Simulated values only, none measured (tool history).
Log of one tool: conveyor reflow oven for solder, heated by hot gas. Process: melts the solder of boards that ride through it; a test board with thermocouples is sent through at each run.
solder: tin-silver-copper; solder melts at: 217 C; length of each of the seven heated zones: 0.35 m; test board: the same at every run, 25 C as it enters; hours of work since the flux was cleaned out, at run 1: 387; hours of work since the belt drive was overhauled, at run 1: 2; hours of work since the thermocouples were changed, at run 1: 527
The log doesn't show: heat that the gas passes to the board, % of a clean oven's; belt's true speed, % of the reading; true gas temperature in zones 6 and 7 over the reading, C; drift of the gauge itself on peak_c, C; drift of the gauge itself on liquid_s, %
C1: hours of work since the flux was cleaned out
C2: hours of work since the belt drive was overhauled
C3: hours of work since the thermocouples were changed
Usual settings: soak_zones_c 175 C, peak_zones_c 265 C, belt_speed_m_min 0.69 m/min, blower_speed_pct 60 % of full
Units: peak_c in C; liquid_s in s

{"run": 1, "day": 0.0, "soak_zones_c": 175, "peak_zones_c": 265, "belt_speed_m_min": 0.69, "blower_speed_pct": 60, "C1": 387, "C2": 2, "C3": 527, "peak_c": 240.2, "liquid_s": 34.9}
{"day": 2.008, "done": "flux residue cleaned out of gas plates and filters"}
{"run": 2, "day": 2.008, "soak_zones_c": 175, "peak_zones_c": 265, "belt_speed_m_min": 0.69, "blower_speed_pct": 60, "C1": 0, "C2": 30, "C3": 555, "peak_c": 242.7, "liquid_s": 38.3}
{"run": 3, "day": 3.512, "soak_zones_c": 175, "peak_zones_c": 265, "belt_speed_m_min": 0.69, "blower_speed_pct": 60, "C1": 24, "C2": 54, "C3": 579, "peak_c": 242, "liquid_s": 37.1}
{"run": 4, "day": 4.617, "soak_zones_c": 175, "peak_zones_c": 265, "belt_speed_m_min": 0.69, "blower_speed_pct": 60, "C1": 41, "C2": 71, "C3": 596, "peak_c": 242.2, "liquid_s": 37.7}
{"run": 5, "day": 6.033, "soak_zones_c": 175, "peak_zones_c": 265, "belt_speed_m_min": 0.69, "blower_speed_pct": 88, "C1": 63, "C2": 93, "C3": 619, "peak_c": 247.8, "liquid_s": 42.8}
{"run": 6, "day": 7.475, "soak_zones_c": 175, "peak_zones_c": 265, "belt_speed_m_min": 0.69, "blower_speed_pct": 88, "C1": 86, "C2": 116, "C3": 641, "peak_c": 247.7, "liquid_s": 43.2}
{"run": 7, "day": 9.133, "soak_zones_c": 175, "peak_zones_c": 257, "belt_speed_m_min": 0.69, "blower_speed_pct": 60, "C1": 112, "C2": 142, "C3": 667, "peak_c": 235.5, "liquid_s": 30.8}
{"day": 9.988, "done": "thermocouples of zones 6 and 7 changed"}
{"run": 8, "day": 10.15, "soak_zones_c": 175, "peak_zones_c": 257, "belt_speed_m_min": 0.69, "blower_speed_pct": 60, "C1": 127, "C2": 157, "C3": 3, "peak_c": 235.7, "liquid_s": 32.6}
{"run": 9, "day": 11.392, "soak_zones_c": 175, "peak_zones_c": 257, "belt_speed_m_min": 0.69, "blower_speed_pct": 62, "C1": 146, "C2": 176, "C3": 22, "peak_c": 237.2, "liquid_s": 33.1}
{"run": 10, "day": 12.958, "soak_zones_c": 175, "peak_zones_c": 257, "belt_speed_m_min": 0.69, "blower_speed_pct": 62, "C1": 171, "C2": 201, "C3": 47, "peak_c": 236.7, "liquid_s": 32.8}
{"run": 11, "day": 13.904, "soak_zones_c": 175, "peak_zones_c": 272, "belt_speed_m_min": 0.69, "blower_speed_pct": 62, "C1": 185, "C2": 216, "C3": 61, "peak_c": 248.9, "liquid_s": 43}
{"run": 12, "day": 15.029, "soak_zones_c": 186, "peak_zones_c": 253, "belt_speed_m_min": 0.69, "blower_speed_pct": 62, "C1": 203, "C2": 233, "C3": 79, "peak_c": 236.1, "liquid_s": 35}
{"run": 13, "day": 16.171, "soak_zones_c": 174, "peak_zones_c": 265, "belt_speed_m_min": 0.557, "blower_speed_pct": 57, "C1": 221, "C2": 251, "C3": 97, "peak_c": 248.9, "liquid_s": 53.1}
{"run": 14, "day": 17.583, "soak_zones_c": 167, "peak_zones_c": 265, "belt_speed_m_min": 0.711, "blower_speed_pct": 89, "C1": 243, "C2": 273, "C3": 119, "peak_c": 245.4, "liquid_s": 38}
{"run": 15, "day": 19.062, "soak_zones_c": 167, "peak_zones_c": 265, "belt_speed_m_min": 0.711, "blower_speed_pct": 89, "C1": 266, "C2": 297, "C3": 142, "peak_c": 245.4, "liquid_s": 37.3}
{"run": 16, "day": 20.438, "soak_zones_c": 167, "peak_zones_c": 265, "belt_speed_m_min": 0.711, "blower_speed_pct": 89, "C1": 288, "C2": 318, "C3": 164, "peak_c": 244.4, "liquid_s": 36.8}
{"run": 17, "day": 21.55, "soak_zones_c": 167, "peak_zones_c": 265, "belt_speed_m_min": 0.711, "blower_speed_pct": 89, "C1": 305, "C2": 336, "C3": 182, "peak_c": 245, "liquid_s": 37}

Forecast each of these 3 alternatives for the next run:
{"run": "A", "day": 22.938, "soak_zones_c": 175, "peak_zones_c": 254, "belt_speed_m_min": 0.69, "blower_speed_pct": 55, "C1": 327, "C2": 358, "C3": 203, "peak_c": "?", "liquid_s": "?"}
{"run": "B", "day": 22.938, "soak_zones_c": 175, "peak_zones_c": 266, "belt_speed_m_min": 0.766, "blower_speed_pct": 59, "C1": 327, "C2": 358, "C3": 203, "peak_c": "?", "liquid_s": "?"}
{"run": "C", "day": 22.938, "soak_zones_c": 167, "peak_zones_c": 265, "belt_speed_m_min": 0.754, "blower_speed_pct": 83, "C1": 327, "C2": 358, "C3": 203, "peak_c": "?", "liquid_s": "?"}

run=A peak_c=231.4 liquid_s=25.8
run=B peak_c=237.6 liquid_s=28.5
run=C peak_c=240.6 liquid_s=31.5
Without the tool's hidden state the same runs would have given:
run=A peak_c=233.5 liquid_s=28.8
run=B peak_c=240.1 liquid_s=31.1
run=C peak_c=243.5 liquid_s=34.1

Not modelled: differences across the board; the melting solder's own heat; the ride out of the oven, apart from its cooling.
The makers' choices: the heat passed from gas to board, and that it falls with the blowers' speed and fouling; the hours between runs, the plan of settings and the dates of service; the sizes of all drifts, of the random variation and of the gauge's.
